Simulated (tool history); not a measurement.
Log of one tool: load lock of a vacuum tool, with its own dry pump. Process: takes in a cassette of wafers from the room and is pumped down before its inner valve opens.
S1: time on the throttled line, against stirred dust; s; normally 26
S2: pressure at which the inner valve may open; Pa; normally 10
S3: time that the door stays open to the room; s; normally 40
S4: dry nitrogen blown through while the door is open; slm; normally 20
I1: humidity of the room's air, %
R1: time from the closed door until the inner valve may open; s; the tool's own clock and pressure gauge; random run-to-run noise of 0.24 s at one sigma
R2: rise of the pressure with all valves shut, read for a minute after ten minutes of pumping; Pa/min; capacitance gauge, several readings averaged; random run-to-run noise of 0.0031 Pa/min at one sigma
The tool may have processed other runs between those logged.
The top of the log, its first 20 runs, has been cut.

Run 21, hour 1594.3: usual settings but S1 14 s, S2 14 Pa; I1 46.6. Result: R1 29.0 s, R2 0.066 Pa/min.
Run 22, hour 1638.4: usual settings but S1 14 s, S2 14 Pa; I1 43.5. Result: R1 28.9 s, R2 0.059 Pa/min.
Run 23, hour 1692.0: usual settings but S2 19 Pa, S3 112 s; I1 44.6. Result: R1 39.1 s, R2 0.116 Pa/min.
Run 24, hour 1734.3: usual settings but S1 15 s, S2 19 Pa, S3 53 s, S4 16 slm; I1 43.5. Result: R1 29.8 s, R2 0.079 Pa/min.
Run 25, hour 1776.0: usual settings but S2 7 Pa, S4 32 slm; I1 43.9. Result: R1 41.0 s, R2 0.053 Pa/min.
Run 26, hour 1866.4: usual settings but S2 7 Pa, S4 32 slm; I1 39.7. Result: R1 40.7 s, R2 0.051 Pa/min.
Run 27, hour 1948.6: usual settings but S2 7 Pa, S4 32 slm; I1 44.3. Result: R1 40.8 s, R2 0.049 Pa/min.
Run 28, hour 2023.1: usual settings but S2 7 Pa, S4 32 slm; I1 44.4. Result: R1 41.2 s, R2 0.048 Pa/min.
Run 29, hour 2069.0: usual settings but S2 7 Pa, S4 32 slm; I1 43.9. Result: R1 41.3 s, R2 0.057 Pa/min.
Run 30, hour 2140.1: usual settings but S1 28 s, S2 15 Pa, S3 91 s, S4 32 slm; I1 44.5. Result: R1 41.3 s, R2 0.082 Pa/min.
Run 31, hour 2192.6: usual settings but S1 21 s, S4 24 slm; I1 44.4. Result: R1 36.0 s, R2 0.060 Pa/min.
Run 32, hour 2256.3: usual settings but S1 21 s, S4 24 slm; I1 39.5. Result: R1 35.9 s, R2 0.053 Pa/min.
Run 33, hour 2353.6: usual settings but S1 19 s; I1 44.4. Result: R1 34.1 s, R2 0.061 Pa/min.
Run 34, hour 2453.5: usual settings but S1 19 s; I1 45.6. Result: R1 34.2 s, R2 0.061 Pa/min.
Run 35, hour 2505.1: usual settings but S1 14 s, S3 28 s, S4 40 slm; I1 42.2. Result: R1 30.0 s, R2 0.041 Pa/min.
Run 36, hour 2563.1: usual settings but S1 14 s, S3 28 s, S4 40 slm; I1 45.7. Result: R1 30.0 s, R2 0.045 Pa/min.
Run 37, hour 2629.5: usual settings but S1 14 s, S3 28 s, S4 40 slm; I1 46.2. Result: R1 30.1 s, R2 0.040 Pa/min.
Run 38, hour 2682.7: usual settings but S1 14 s, S3 28 s, S4 40 slm; I1 44.9. Result: R1 30.2 s, R2 0.041 Pa/min.

Predict each of these 3 candidate next runs independently; none follows another, all start after run 38:
Run A, hour 2743.6: usual settings but S1 31 s, S2 8 Pa; I1 44.1. Result: R1 ?, R2 ?.
Run B, hour 2743.6: usual settings but S1 16 s, S3 28 s, S4 40 slm; I1 46.0. Result: R1 ?, R2 ?.
Run C, hour 2743.6: usual settings but S3 29 s, S4 13 slm; I1 48.4. Result: R1 ?, R2 ?.

run    R1     R2
  A  44.9  0.056
  B  32.0  0.041
  C  40.1  0.060
Without the tool's unlogged condition, the same runs would have read:
run    R1     R2
  A  44.9  0.055
  B  32.0  0.040
  C  40.1  0.059
